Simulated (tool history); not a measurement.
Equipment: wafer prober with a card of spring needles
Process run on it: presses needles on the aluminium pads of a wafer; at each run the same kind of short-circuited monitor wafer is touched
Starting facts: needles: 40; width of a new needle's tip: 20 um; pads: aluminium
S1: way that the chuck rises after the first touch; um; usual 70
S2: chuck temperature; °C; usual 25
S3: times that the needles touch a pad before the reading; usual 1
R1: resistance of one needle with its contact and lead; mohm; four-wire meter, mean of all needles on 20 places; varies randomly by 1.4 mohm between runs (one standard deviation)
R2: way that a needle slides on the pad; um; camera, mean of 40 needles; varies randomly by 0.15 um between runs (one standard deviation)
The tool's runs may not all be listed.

| run | day | S1 | S2 | S3 | R1 | R2 |
|---|---|---|---|---|---|---|
| 1 | 0 | 70 | 25 | 1 | 137 | 14.38 |
|  | 0.029 | tips cleaned on abrasive film |
|  | 0.167 | tips cleaned on abrasive film |
|  | 0.304 | tips cleaned on abrasive film |
|  | 0.412 | tips cleaned on abrasive film |
|  | 0.55 | tips cleaned on abrasive film |
|  | 0.662 | tips cleaned on abrasive film |
|  | 0.8 | tips cleaned on abrasive film |
|  | 0.933 | tips cleaned on abrasive film |
|  | 1.046 | tips cleaned on abrasive film |
|  | 1.183 | tips cleaned on abrasive film |
|  | 1.321 | tips cleaned on abrasive film |
| 2 | 1.333 | 70 | 25 | 1 | 123 | 14.12 |
|  | 1.442 | tips cleaned on abrasive film |
|  | 1.579 | tips cleaned on abrasive film |
|  | 1.717 | tips cleaned on abrasive film |
|  | 1.825 | tips cleaned on abrasive film |
|  | 1.962 | tips cleaned on abrasive film |
|  | 2.1 | tips cleaned on abrasive film |
|  | 2.238 | tips cleaned on abrasive film |
|  | 2.375 | tips cleaned on abrasive film |
|  | 2.483 | tips cleaned on abrasive film |
|  | 2.621 | tips cleaned on abrasive film |
|  | 2.758 | tips cleaned on abrasive film |
|  | 2.896 | tips cleaned on abrasive film |
|  | 3.029 | tips cleaned on abrasive film |
| 3 | 3.129 | 70 | 25 | 1 | 144 | 14.03 |
|  | 3.162 | tips cleaned on abrasive film |
|  | 3.3 | tips cleaned on abrasive film |
|  | 3.433 | tips cleaned on abrasive film |
|  | 3.571 | tips cleaned on abrasive film |
|  | 3.708 | tips cleaned on abrasive film |
|  | 3.846 | tips cleaned on abrasive film |
|  | 3.983 | tips cleaned on abrasive film |
|  | 4.121 | tips cleaned on abrasive film |
|  | 4.229 | tips cleaned on abrasive film |
|  | 4.367 | tips cleaned on abrasive film |
|  | 4.504 | tips cleaned on abrasive film |
|  | 4.642 | tips cleaned on abrasive film |
| 4 | 4.662 | 70 | 25 | 1 | 125 | 13.56 |
|  | 4.775 | tips cleaned on abrasive film |
|  | 4.912 | tips cleaned on abrasive film |
|  | 5.021 | tips cleaned on abrasive film |
|  | 5.158 | tips cleaned on abrasive film |
|  | 5.296 | tips cleaned on abrasive film |
|  | 5.433 | tips cleaned on abrasive film |
|  | 5.525 | height of the first contact set anew |
|  | 5.554 | tips cleaned on abrasive film |
|  | 5.692 | tips cleaned on abrasive film |
|  | 5.829 | tips cleaned on abrasive film |
|  | 5.967 | tips cleaned on abrasive film |
|  | 6.1 | tips cleaned on abrasive film |
|  | 6.238 | tips cleaned on abrasive film |
|  | 6.375 | tips cleaned on abrasive film |
|  | 6.512 | tips cleaned on abrasive film |
|  | 6.65 | tips cleaned on abrasive film |
|  | 6.788 | tips cleaned on abrasive film |
|  | 6.921 | tips cleaned on abrasive film |
|  | 7.058 | tips cleaned on abrasive film |
|  | 7.558 | card fitted with new needles |
|  | 7.696 | tips cleaned on abrasive film |
| 5 | 7.696 | 80 | 25 | 1 | 115 | 16.88 |
|  | 7.808 | tips cleaned on abrasive film |
|  | 7.946 | tips cleaned on abrasive film |
|  | 8.054 | tips cleaned on abrasive film |
|  | 8.192 | tips cleaned on abrasive film |
|  | 8.304 | tips cleaned on abrasive film |
|  | 8.438 | tips cleaned on abrasive film |
|  | 8.575 | tips cleaned on abrasive film |
|  | 8.712 | tips cleaned on abrasive film |
|  | 8.825 | tips cleaned on abrasive film |
|  | 8.958 | tips cleaned on abrasive film |
|  | 9.096 | tips cleaned on abrasive film |
|  | 9.233 | tips cleaned on abrasive film |
|  | 9.342 | tips cleaned on abrasive film |
| 6 | 9.429 | 80 | 25 | 1 | 128 | 16.69 |
|  | 9.458 | tips cleaned on abrasive film |
|  | 9.596 | tips cleaned on abrasive film |
|  | 9.708 | tips cleaned on abrasive film |
|  | 9.846 | tips cleaned on abrasive film |
|  | 9.979 | tips cleaned on abrasive film |
|  | 10.092 | tips cleaned on abrasive film |
|  | 10.229 | tips cleaned on abrasive film |
|  | 10.338 | tips cleaned on abrasive film |
|  | 10.475 | tips cleaned on abrasive film |
|  | 10.583 | tips cleaned on abrasive film |
| 7 | 10.633 | 80 | 25 | 1 | 121 | 16.58 |
|  | 10.717 | tips cleaned on abrasive film |
|  | 10.854 | tips cleaned on abrasive film |
|  | 10.962 | tips cleaned on abrasive film |
|  | 11.1 | tips cleaned on abrasive film |
|  | 11.208 | tips cleaned on abrasive film |
|  | 11.346 | tips cleaned on abrasive film |
|  | 11.483 | tips cleaned on abrasive film |
|  | 11.621 | tips cleaned on abrasive film |
|  | 11.758 | tips cleaned on abrasive film |
|  | 11.896 | tips cleaned on abrasive film |
|  | 12.029 | tips cleaned on abrasive film |
|  | 12.167 | tips cleaned on abrasive film |
|  | 12.279 | tips cleaned on abrasive film |
|  | 12.417 | tips cleaned on abrasive film |
|  | 12.55 | tips cleaned on abrasive film |
|  | 12.688 | tips cleaned on abrasive film |
|  | 12.825 | tips cleaned on abrasive film |
| 8 | 12.9 | 80 | 25 | 1 | 128 | 16.45 |
|  | 12.958 | tips cleaned on abrasive film |
|  | 13.096 | tips cleaned on abrasive film |
|  | 13.229 | tips cleaned on abrasive film |
|  | 13.342 | tips cleaned on abrasive film |
|  | 13.479 | tips cleaned on abrasive film |
|  | 13.617 | tips cleaned on abrasive film |
|  | 13.75 | tips cleaned on abrasive film |
|  | 13.888 | tips cleaned on abrasive film |
|  | 14.025 | tips cleaned on abrasive film |
|  | 14.162 | tips cleaned on abrasive film |
| 9 | 14.262 | 66 | 113 | 1 | 153 | 13.26 |
|  | 14.296 | tips cleaned on abrasive film |
|  | 14.433 | tips cleaned on abrasive film |
|  | 14.567 | tips cleaned on abrasive film |
|  | 14.679 | tips cleaned on abrasive film |
|  | 14.817 | tips cleaned on abrasive film |
|  | 14.95 | tips cleaned on abrasive film |
|  | 15.088 | tips cleaned on abrasive film |
|  | 15.2 | tips cleaned on abrasive film |
|  | 15.338 | tips cleaned on abrasive film |
|  | 15.446 | tips cleaned on abrasive film |
|  | 15.583 | tips cleaned on abrasive film |
|  | 15.721 | tips cleaned on abrasive film |
|  | 15.858 | tips cleaned on abrasive film |
|  | 15.992 | tips cleaned on abrasive film |
|  | 16.129 | tips cleaned on abrasive film |
|  | 16.267 | tips cleaned on abrasive film |
| 10 | 16.329 | 77 | 113 | 1 | 140 | 15.65 |
|  | 16.388 | tips cleaned on abrasive film |
|  | 16.496 | tips cleaned on abrasive film |
|  | 16.633 | tips cleaned on abrasive film |
|  | 16.771 | tips cleaned on abrasive film |
|  | 16.908 | tips cleaned on abrasive film |
|  | 17.046 | tips cleaned on abrasive film |
|  | 17.183 | tips cleaned on abrasive film |
|  | 17.292 | tips cleaned on abrasive film |
|  | 17.429 | tips cleaned on abrasive film |
|  | 17.538 | tips cleaned on abrasive film |
|  | 17.675 | tips cleaned on abrasive film |
|  | 17.812 | tips cleaned on abrasive film |
|  | 17.95 | tips cleaned on abrasive film |
|  | 18.088 | tips cleaned on abrasive film |
|  | 18.179 | height of the first contact set anew |
|  | 18.225 | tips cleaned on abrasive film |
| 11 | 18.225 | 74 | 113 | 2 | 127 | 15.67 |
|  | 18.362 | tips cleaned on abrasive film |
|  | 18.5 | tips cleaned on abrasive film |
|  | 18.608 | tips cleaned on abrasive film |
|  | 18.746 | tips cleaned on abrasive film |
|  | 18.883 | tips cleaned on abrasive film |
|  | 19.017 | tips cleaned on abrasive film |
|  | 19.154 | tips cleaned on abrasive film |
|  | 19.292 | tips cleaned on abrasive film |
|  | 19.429 | tips cleaned on abrasive film |
|  | 19.567 | tips cleaned on abrasive film |
|  | 19.704 | tips cleaned on abrasive film |
|  | 19.812 | tips cleaned on abrasive film |
|  | 19.95 | tips cleaned on abrasive film |
|  | 20.088 | tips cleaned on abrasive film |
|  | 20.225 | tips cleaned on abrasive film |
| 12 | 20.288 | 53 | 73 | 1 | 152 | 11 |
|  | 20.346 | tips cleaned on abrasive film |
|  | 20.483 | tips cleaned on abrasive film |
|  | 20.621 | tips cleaned on abrasive film |
|  | 20.758 | tips cleaned on abrasive film |
|  | 20.867 | tips cleaned on abrasive film |
|  | 21.004 | tips cleaned on abrasive film |
|  | 21.142 | tips cleaned on abrasive film |
|  | 21.279 | tips cleaned on abrasive film |
|  | 21.412 | tips cleaned on abrasive film |
|  | 21.525 | tips cleaned on abrasive film |
|  | 21.662 | tips cleaned on abrasive film |
|  | 21.771 | tips cleaned on abrasive film |
|  | 21.908 | tips cleaned on abrasive film |
|  | 22.046 | tips cleaned on abrasive film |
|  | 22.179 | tips cleaned on abrasive film |
| 13 | 22.179 | 53 | 73 | 1 | 132 | 10.87 |
|  | 22.317 | tips cleaned on abrasive film |
|  | 22.45 | tips cleaned on abrasive film |
|  | 22.588 | tips cleaned on abrasive film |
|  | 22.725 | tips cleaned on abrasive film |
|  | 22.862 | tips cleaned on abrasive film |
|  | 23 | tips cleaned on abrasive film |
|  | 23.138 | tips cleaned on abrasive film |
|  | 23.271 | tips cleaned on abrasive film |
|  | 23.383 | tips cleaned on abrasive film |
|  | 23.521 | tips cleaned on abrasive film |
|  | 23.658 | tips cleaned on abrasive film |
|  | 23.792 | tips cleaned on abrasive film |
| 14 | 23.817 | 74 | 41 | 2 | 122 | 15.16 |
|  | 23.925 | tips cleaned on abrasive film |
|  | 24.062 | tips cleaned on abrasive film |
|  | 24.2 | tips cleaned on abrasive film |
|  | 24.338 | tips cleaned on abrasive film |
|  | 24.475 | tips cleaned on abrasive film |
|  | 24.583 | tips cleaned on abrasive film |
|  | 24.721 | tips cleaned on abrasive film |
|  | 24.858 | tips cleaned on abrasive film |
|  | 24.996 | tips cleaned on abrasive film |
|  | 25.104 | tips cleaned on abrasive film |
|  | 25.242 | tips cleaned on abrasive film |
|  | 25.35 | tips cleaned on abrasive film |
|  | 25.488 | tips cleaned on abrasive film |
|  | 25.625 | tips cleaned on abrasive film |
| 15 | 25.725 | 70 | 35 | 1 | 143 | 14.28 |

Each row is a separate what-if for the run after 15, all from the same tool condition, not one after another. Results?
|  | 25.758 | tips cleaned on abrasive film |
|  | 25.896 | tips cleaned on abrasive film |
|  | 26.029 | tips cleaned on abrasive film |
|  | 26.167 | tips cleaned on abrasive film |
|  | 26.304 | tips cleaned on abrasive film |
|  | 26.442 | tips cleaned on abrasive film |
|  | 26.579 | tips cleaned on abrasive film |
|  | 26.717 | tips cleaned on abrasive film |
|  | 26.85 | tips cleaned on abrasive film |
|  | 26.988 | tips cleaned on abrasive film |
|  | 27.125 | tips cleaned on abrasive film |
|  | 27.262 | tips cleaned on abrasive film |
|  | 27.371 | tips cleaned on abrasive film |
|  | 27.508 | tips cleaned on abrasive film |
|  | 27.646 | tips cleaned on abrasive film |
|  | 27.783 | tips cleaned on abrasive film |
|  | 27.921 | tips cleaned on abrasive film |
|  | 28.029 | tips cleaned on abrasive film |
|  | 28.167 | tips cleaned on abrasive film |
|  | 28.288 | tips cleaned on abrasive film |
| A | 28.288 | 67 | 35 | 2 | ? | ? |
|  | 25.758 | tips cleaned on abrasive film |
|  | 25.896 | tips cleaned on abrasive film |
|  | 26.029 | tips cleaned on abrasive film |
|  | 26.167 | tips cleaned on abrasive film |
|  | 26.304 | tips cleaned on abrasive film |
|  | 26.442 | tips cleaned on abrasive film |
|  | 26.579 | tips cleaned on abrasive film |
|  | 26.717 | tips cleaned on abrasive film |
|  | 26.85 | tips cleaned on abrasive film |
|  | 26.988 | tips cleaned on abrasive film |
|  | 27.125 | tips cleaned on abrasive film |
|  | 27.262 | tips cleaned on abrasive film |
|  | 27.371 | tips cleaned on abrasive film |
|  | 27.508 | tips cleaned on abrasive film |
|  | 27.646 | tips cleaned on abrasive film |
|  | 27.783 | tips cleaned on abrasive film |
|  | 27.921 | tips cleaned on abrasive film |
|  | 28.029 | tips cleaned on abrasive film |
|  | 28.167 | tips cleaned on abrasive film |
|  | 28.288 | tips cleaned on abrasive film |
| B | 28.288 | 70 | 25 | 2 | ? | ? |
|  | 25.758 | tips cleaned on abrasive film |
|  | 25.896 | tips cleaned on abrasive film |
|  | 26.029 | tips cleaned on abrasive film |
|  | 26.167 | tips cleaned on abrasive film |
|  | 26.304 | tips cleaned on abrasive film |
|  | 26.442 | tips cleaned on abrasive film |
|  | 26.579 | tips cleaned on abrasive film |
|  | 26.717 | tips cleaned on abrasive film |
|  | 26.85 | tips cleaned on abrasive film |
|  | 26.988 | tips cleaned on abrasive film |
|  | 27.125 | tips cleaned on abrasive film |
|  | 27.262 | tips cleaned on abrasive film |
|  | 27.371 | tips cleaned on abrasive film |
|  | 27.508 | tips cleaned on abrasive film |
|  | 27.646 | tips cleaned on abrasive film |
|  | 27.783 | tips cleaned on abrasive film |
|  | 27.921 | tips cleaned on abrasive film |
|  | 28.029 | tips cleaned on abrasive film |
|  | 28.167 | tips cleaned on abrasive film |
|  | 28.288 | tips cleaned on abrasive film |
| C | 28.288 | 54 | 97 | 1 | ? | ? |

| run | R1 | R2 |
|---|---|---|
| A | 123 | 12.98 |
| B | 118 | 13.82 |
| C | 135 | 10.52 |
Take away the tool's hidden state, keep each run's random variation, and the runs would have read:
| run | R1 | R2 |
|---|---|---|
| A | 119 | 14.04 |
| B | 115 | 14.9 |
| C | 129 | 11.6 |

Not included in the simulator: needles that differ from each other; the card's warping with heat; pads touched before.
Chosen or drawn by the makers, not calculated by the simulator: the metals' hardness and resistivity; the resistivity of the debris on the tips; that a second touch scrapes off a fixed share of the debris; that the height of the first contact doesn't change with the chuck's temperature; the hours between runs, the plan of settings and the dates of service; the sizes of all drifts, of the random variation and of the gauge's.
